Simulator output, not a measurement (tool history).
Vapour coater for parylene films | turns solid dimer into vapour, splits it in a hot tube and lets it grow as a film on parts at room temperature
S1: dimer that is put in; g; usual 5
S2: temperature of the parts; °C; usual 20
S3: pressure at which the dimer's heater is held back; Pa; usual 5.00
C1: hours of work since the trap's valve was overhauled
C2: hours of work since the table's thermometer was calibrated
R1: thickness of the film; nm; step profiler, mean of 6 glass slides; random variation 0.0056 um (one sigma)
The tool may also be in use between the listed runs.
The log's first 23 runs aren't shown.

run,hour,S1,S2,S3,C1,C2,R1
24,404.8,4,26,3.18,204,305,884
25,423.6,4,26,3.18,214,315,885
26,433.7,4,26,3.18,219,320,876
27,454.2,4,26,3.18,230,331,879
28,466.1,5,20,5.73,236,337,1148
29,489.9,8,23,2.28,249,349,1952
30,511.2,8,23,2.28,260,361,1933
31,532.5,8,23,2.28,271,372,1937
32,544.4,5,20,3.24,277,378,1235
33,556.2,5,20,3.24,284,384,1230
34,568.1,5,20,2.26,290,391,1285
35,579.9,5,20,2.26,296,397,1279
36,597.5,5,20,2.26,305,406,1279
37,607.4,8,24,8.68,311,411,1604
38,619.6,8,15,5.50,317,418,2032
39,642.4,4,14,5.50,329,430,1037
40,661.3,6,18,11.50,339,440,1303
41,680.2,6,18,11.50,349,450,1318
42,696.6,6,13,4.50,358,458,1613
43,716.4,5,22,5.00,368,469,1116
44,730.0,7,15,6.02,375,476,1733

Forecast each of these 5 alternatives for the next run:
A,741.7,5,17,8.56,381,482,?
B,741.7,7,18,6.02,381,482,?
C,741.7,5,15,6.02,381,482,?
D,741.7,6,19,9.88,381,482,?
E,741.7,3,20,10.00,381,482,?

run,R1
A,1153
B,1643
C,1248
D,1288
E,641
Without the tool's hidden state the same runs would have given:
run,R1
A,1209
B,1722
C,1309
D,1351
E,672
